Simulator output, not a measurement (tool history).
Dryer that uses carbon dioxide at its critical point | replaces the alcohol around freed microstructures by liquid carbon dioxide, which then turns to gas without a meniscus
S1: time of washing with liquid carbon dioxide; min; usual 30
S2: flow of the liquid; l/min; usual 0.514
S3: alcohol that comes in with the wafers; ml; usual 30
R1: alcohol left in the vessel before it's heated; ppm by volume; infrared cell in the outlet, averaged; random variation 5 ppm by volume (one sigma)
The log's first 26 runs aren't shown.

Run 27, hour 1134.0: usual settings but S1 27 min, S2 0.801 l/min. Result: R1 14 ppm by volume.
Run 28, hour 1189.8: usual settings but S1 35 min, S2 0.432 l/min, S3 27 ml. Result: R1 43 ppm by volume.
Run 29, hour 1236.8: usual settings but S1 19 min, S2 0.432 l/min, S3 67 ml. Result: R1 1117 ppm by volume.
Run 30, hour 1274.9: usual settings but S1 19 min. Result: R1 291 ppm by volume.
Run 31, hour 1318.9: usual settings but S1 21 min, S2 0.360 l/min, S3 21 ml. Result: R1 493 ppm by volume.
Run 32, hour 1359.9: usual settings but S1 20 min, S2 0.765 l/min, S3 41 ml. Result: R1 88 ppm by volume.
At hour 1386.1: inlet filter changed.
Run 33, hour 1420.8: usual settings but S1 22 min, S2 0.612 l/min. Result: R1 95 ppm by volume.
Run 34, hour 1481.8: usual settings but S1 43 min, S2 0.332 l/min. Result: R1 112 ppm by volume.
Run 35, hour 1533.5: usual settings but S1 21 min, S2 0.845 l/min, S3 55 ml. Result: R1 92 ppm by volume.
Run 36, hour 1581.7: usual settings but S1 20 min, S2 0.499 l/min, S3 50 ml. Result: R1 455 ppm by volume.
Run 37, hour 1638.1: usual settings but S1 26 min, S2 0.499 l/min, S3 62 ml. Result: R1 238 ppm by volume.
Run 38, hour 1698.9: usual settings but S1 40 min, S2 0.584 l/min, S3 41 ml. Result: R1 102 ppm by volume.
Run 39, hour 1730.7: usual settings but S1 40 min, S2 0.584 l/min, S3 41 ml. Result: R1 105 ppm by volume.

Forecast each of these 4 alternatives for the next run:
At hour 1750.0: inlet filter changed.
Run A, hour 1786.6: usual settings but S2 0.356 l/min, S3 52 ml. Result: R1 ?.
At hour 1750.0: inlet filter changed.
Run B, hour 1786.6: usual settings but S1 20 min, S2 0.693 l/min, S3 41 ml. Result: R1 ?.
At hour 1750.0: inlet filter changed.
Run C, hour 1786.6: usual settings but S1 40 min, S2 0.796 l/min, S3 41 ml. Result: R1 ?.
At hour 1750.0: inlet filter changed.
Run D, hour 1786.6: usual settings but S1 25 min. Result: R1 ?.

run   R1
  A  411
  B  172
  C  123
  D  172
Without the tool's hidden state the same runs would have given:
run   R1
  A  286
  B   58
  C    7
  D   54
